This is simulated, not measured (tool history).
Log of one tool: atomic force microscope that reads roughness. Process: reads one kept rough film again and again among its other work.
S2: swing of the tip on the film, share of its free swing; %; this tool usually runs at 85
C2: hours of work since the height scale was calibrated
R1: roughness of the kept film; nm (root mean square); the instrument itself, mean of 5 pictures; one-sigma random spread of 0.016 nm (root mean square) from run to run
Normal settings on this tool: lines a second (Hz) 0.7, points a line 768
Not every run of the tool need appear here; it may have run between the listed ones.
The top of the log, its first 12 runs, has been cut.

{"run": 13, "hour": 110.0, "lines a second (Hz)": 0.7, "S2": 85, "points a line": 1018, "pictures with this tip": 365, "C2": 422, "R1": 2.046}
{"hour": 111.9, "done": "new tip fitted"}
{"run": 14, "hour": 120.6, "lines a second (Hz)": 0.7, "S2": 85, "points a line": 1018, "pictures with this tip": 18, "C2": 429, "R1": 3.745}
{"run": 15, "hour": 126.0, "lines a second (Hz)": 0.7, "S2": 85, "points a line": 1018, "pictures with this tip": 29, "C2": 434, "R1": 3.697}
{"run": 16, "hour": 136.0, "lines a second (Hz)": 0.7, "S2": 85, "points a line": 1018, "pictures with this tip": 50, "C2": 441, "R1": 3.519}
{"run": 17, "hour": 145.2, "lines a second (Hz)": 0.7, "S2": 58, "points a line": 768, "pictures with this tip": 69, "C2": 449, "R1": 3.444}
{"run": 18, "hour": 157.0, "lines a second (Hz)": 1.242, "S2": 58, "points a line": 762, "pictures with this tip": 93, "C2": 458, "R1": 3.275}
{"run": 19, "hour": 167.3, "lines a second (Hz)": 1.327, "S2": 90, "points a line": 768, "pictures with this tip": 114, "C2": 466, "R1": 2.923}
{"run": 20, "hour": 178.0, "lines a second (Hz)": 2.254, "S2": 85, "points a line": 702, "pictures with this tip": 137, "C2": 474, "R1": 2.729}
{"run": 21, "hour": 185.7, "lines a second (Hz)": 0.92, "S2": 70, "points a line": 765, "pictures with this tip": 152, "C2": 480, "R1": 2.914}
{"run": 22, "hour": 194.4, "lines a second (Hz)": 0.92, "S2": 74, "points a line": 765, "pictures with this tip": 170, "C2": 487, "R1": 2.81}
{"run": 23, "hour": 204.2, "lines a second (Hz)": 0.92, "S2": 74, "points a line": 765, "pictures with this tip": 190, "C2": 494, "R1": 2.721}
{"run": 24, "hour": 210.0, "lines a second (Hz)": 0.92, "S2": 74, "points a line": 765, "pictures with this tip": 202, "C2": 499, "R1": 2.647}
{"run": 25, "hour": 219.6, "lines a second (Hz)": 0.549, "S2": 60, "points a line": 419, "pictures with this tip": 222, "C2": 506, "R1": 2.645}

Estimate the outcome of run 26 from the log above:
{"run": 26, "hour": 225.6, "lines a second (Hz)": 0.562, "S2": 66, "points a line": 356, "pictures with this tip": 235, "C2": 511, "R1": "?"}

{"run 26": {"R1": 2.543}}
If the tool had no hidden condition, the same run with the same run-to-run variation would have returned R1 4.012 nm (root mean square).
